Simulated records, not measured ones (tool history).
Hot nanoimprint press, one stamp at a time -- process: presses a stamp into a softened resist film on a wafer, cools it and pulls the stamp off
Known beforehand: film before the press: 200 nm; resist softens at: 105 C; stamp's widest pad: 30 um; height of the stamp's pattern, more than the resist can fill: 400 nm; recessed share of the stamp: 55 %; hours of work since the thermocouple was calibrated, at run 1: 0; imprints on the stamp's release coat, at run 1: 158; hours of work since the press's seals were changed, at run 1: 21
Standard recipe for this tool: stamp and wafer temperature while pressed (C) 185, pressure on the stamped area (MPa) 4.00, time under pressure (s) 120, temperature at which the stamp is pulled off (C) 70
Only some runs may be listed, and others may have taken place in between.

run	day	stamp and wafer temperature while pressed (C)	pressure on the stamped area (MPa)	time under pressure (s)	temperature at which the stamp is pulled off (C)	hours of work since the thermocouple was calibrated	imprints on the stamp's release coat	hours of work since the press's seals were changed	resist left under the stamp's widest pad (Å)	greatest force while the stamp is pulled off (N)
1	0.000	185	4.00	120	70	0	158	21	1121	234
2	0.538	185	6.27	120	70	7	210	27	930	236
3	1.196	185	4.00	115	70	15	274	36	1135	240
4	1.546	185	4.00	115	70	19	308	40	1138	243
5	1.958	185	4.18	115	70	25	347	45	1124	246
6	2.662	185	4.00	120	70	33	415	54	1125	251
7	3.308	185	4.00	120	70	41	478	62	1123	251
# day 4.200: stamp cleaned and given a new release coat
8	4.275	185	4.00	120	70	50	7	71	1127	229
9	4.675	179	2.51	63	62	55	45	76	1677	261
10	4.975	179	3.77	63	62	59	74	80	1547	261
11	5.588	183	3.77	105	62	67	133	87	1265	265
12	6.250	183	3.77	105	62	75	197	96	1261	268
13	6.575	183	3.77	105	62	79	228	100	1263	269
14	7.158	194	4.56	79	70	86	285	107	995	246
15	7.458	187	4.00	120	70	90	314	111	1076	245
16	8.008	180	2.50	75	61	97	367	118	1611	283

A few steps of resist left under the stamp's widest pad (Å) between consecutive runs. Split each: what settings, incoming material and random variation would produce without the hidden state, and what is left over for the hidden state, along with gauge scatter present in only one of the two compared results (measured, and without hidden state):
Hidden state at play: true temperature over the reading, C; pressure that arrives at the usual setting, %; grip of the stamp's worn release coat, % over a new coat's; drift of the gauge itself on residual_nm, %; drift of the gauge itself on pull_off_n, %.
Run 7 -> 8: stamp cleaned and given a new release coat. resist left under the stamp's widest pad (Å) +4: hidden state +2, all else +2.
Run 8 -> 9: stamp and wafer temperature while pressed (C) 185 -> 179, pressure on the stamped area (MPa) 4.00 -> 2.51, time under pressure (s) 120 -> 63, temperature at which the stamp is pulled off (C) 70 -> 62. resist left under the stamp's widest pad (Å) +550: hidden state -2, all else +552.
